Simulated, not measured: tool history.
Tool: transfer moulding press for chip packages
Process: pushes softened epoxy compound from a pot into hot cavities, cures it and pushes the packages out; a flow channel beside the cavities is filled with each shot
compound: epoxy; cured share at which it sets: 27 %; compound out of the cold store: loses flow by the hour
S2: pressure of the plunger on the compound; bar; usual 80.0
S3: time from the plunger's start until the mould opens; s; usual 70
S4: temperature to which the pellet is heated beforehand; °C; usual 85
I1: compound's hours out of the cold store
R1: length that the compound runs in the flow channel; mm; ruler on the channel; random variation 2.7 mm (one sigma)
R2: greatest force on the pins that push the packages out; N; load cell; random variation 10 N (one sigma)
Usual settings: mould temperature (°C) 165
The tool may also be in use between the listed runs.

run 1 hour=0.0 | mould_temperature_(°C)=165 S2=80.0 S3=70 S4=85 | I1=13.5 | R1=644 R2=825
-- hour=16.0 cavities cleaned with cleaning compound and waxed
run 2 hour=44.7 | mould_temperature_(°C)=165 S2=80.0 S3=70 S4=85 | I1=15.6 | R1=628 R2=800
-- hour=59.2 cavities cleaned with cleaning compound and waxed
run 3 hour=84.7 | mould_temperature_(°C)=165 S2=80.0 S3=70 S4=85 | I1=42.6 | R1=577 R2=776
-- hour=103.0 cavities cleaned with cleaning compound and waxed
run 4 hour=135.6 | mould_temperature_(°C)=165 S2=80.0 S3=70 S4=85 | I1=27.8 | R1=599 R2=843
-- hour=145.8 cavities cleaned with cleaning compound and waxed
-- hour=189.0 cavities cleaned with cleaning compound and waxed
run 5 hour=192.9 | mould_temperature_(°C)=165 S2=80.0 S3=70 S4=85 | I1=21.1 | R1=610 R2=550
-- hour=232.6 cavities cleaned with cleaning compound and waxed
run 6 hour=242.0 | mould_temperature_(°C)=162 S2=80.0 S3=70 S4=85 | I1=24.2 | R1=607 R2=759
-- hour=276.2 cavities cleaned with cleaning compound and waxed
run 7 hour=288.0 | mould_temperature_(°C)=165 S2=80.0 S3=70 S4=85 | I1=13.7 | R1=622 R2=640
-- hour=323.2 cavities cleaned with cleaning compound and waxed
run 8 hour=336.7 | mould_temperature_(°C)=165 S2=72.2 S3=70 S4=85 | I1=23.4 | R1=563 R2=665
-- hour=350.5 plunger's sealing rings changed
-- hour=369.2 cavities cleaned with cleaning compound and waxed
run 9 hour=395.4 | mould_temperature_(°C)=165 S2=72.2 S3=70 S4=85 | I1=23.7 | R1=590 R2=766
-- hour=414.8 cavities cleaned with cleaning compound and waxed
run 10 hour=442.8 | mould_temperature_(°C)=165 S2=80.0 S3=70 S4=88 | I1=46.1 | R1=575 R2=773
-- hour=458.2 cavities cleaned with cleaning compound and waxed
run 11 hour=498.4 | mould_temperature_(°C)=165 S2=80.0 S3=70 S4=88 | I1=37.3 | R1=588 R2=818
-- hour=504.9 cavities cleaned with cleaning compound and waxed
run 12 hour=527.5 | mould_temperature_(°C)=165 S2=80.0 S3=70 S4=88 | I1=32.8 | R1=590 R2=709
-- hour=548.5 cavities cleaned with cleaning compound and waxed
run 13 hour=554.7 | mould_temperature_(°C)=165 S2=80.0 S3=70 S4=88 | I1=28.9 | R1=594 R2=557
run 14 hour=581.2 | mould_temperature_(°C)=165 S2=80.0 S3=63 S4=85 | I1=10.1 | R1=634 R2=1071
-- hour=592.9 cavities cleaned with cleaning compound and waxed
run 15 hour=608.4 | mould_temperature_(°C)=165 S2=80.0 S3=63 S4=85 | I1=21.8 | R1=604 R2=834
-- hour=621.2 mould's thermocouples calibrated
-- hour=638.2 cavities cleaned with cleaning compound and waxed
run 16 hour=665.4 | mould_temperature_(°C)=158 S2=72.9 S3=66 S4=89 | I1=35.9 | R1=572 R2=1581
-- hour=681.0 cavities cleaned with cleaning compound and waxed
run 17 hour=696.2 | mould_temperature_(°C)=158 S2=72.9 S3=66 S4=89 | I1=27.8 | R1=580 R2=1388
-- hour=725.4 cavities cleaned with cleaning compound and waxed
-- hour=731.5 plunger's sealing rings changed
run 18 hour=740.3 | mould_temperature_(°C)=165 S2=83.7 S3=60 S4=85 | I1=26.3 | R1=632 R2=906
-- hour=774.7 cavities cleaned with cleaning compound and waxed
run 19 hour=789.3 | mould_temperature_(°C)=165 S2=83.7 S3=60 S4=85 | I1=34.5 | R1=611 R2=1006
-- hour=818.5 cavities cleaned with cleaning compound and waxed
run 20 hour=838.5 | mould_temperature_(°C)=165 S2=80.0 S3=55 S4=85 | I1=44.8 | R1=574 R2=1296
-- hour=862.2 cavities cleaned with cleaning compound and waxed
run 21 hour=889.6 | mould_temperature_(°C)=161 S2=78.0 S3=80 S4=87 | I1=8.4 | R1=649 R2=829
-- hour=905.3 cavities cleaned with cleaning compound and waxed
run 22 hour=919.3 | mould_temperature_(°C)=161 S2=80.0 S3=70 S4=76 | I1=24.4 | R1=617 R2=1006
run 23 hour=942.8 | mould_temperature_(°C)=161 S2=80.0 S3=70 S4=76 | I1=24.0 | R1=614 R2=1220
-- hour=950.0 cavities cleaned with cleaning compound and waxed
-- hour=993.1 cavities cleaned with cleaning compound and waxed
run 24 hour=993.1 | mould_temperature_(°C)=161 S2=80.0 S3=70 S4=76 | I1=14.7 | R1=635 R2=713
-- hour=1038.7 cavities cleaned with cleaning compound and waxed
run 25 hour=1047.6 | mould_temperature_(°C)=165 S2=80.0 S3=70 S4=80 | I1=23.5 | R1=598 R2=614

5 ways to go on from here, each from the tool as it stands after run 25. What would each give?
run A hour=1074.1 | mould_temperature_(°C)=162 S2=80.0 S3=65 S4=91 | I1=19.7 | R1=? R2=?
run B hour=1074.1 | mould_temperature_(°C)=165 S2=99.6 S3=67 S4=80 | I1=18.1 | R1=? R2=?
run C hour=1074.1 | mould_temperature_(°C)=164 S2=80.0 S3=51 S4=86 | I1=16.3 | R1=? R2=?
run D hour=1074.1 | mould_temperature_(°C)=165 S2=81.8 S3=108 S4=95 | I1=30.3 | R1=? R2=?
run E hour=1074.1 | mould_temperature_(°C)=165 S2=80.0 S3=54 S4=91 | I1=9.4 | R1=? R2=?

run=A R1=611 R2=1254
run=B R1=678 R2=970
run=C R1=616 R2=2002
run=D R1=587 R2=620
run=E R1=622 R2=1631
Without the tool's hidden state the same runs would have given:
run=A R1=639 R2=733
run=B R1=709 R2=562
run=C R1=644 R2=1155
run=D R1=613 R2=346
run=E R1=650 R2=951
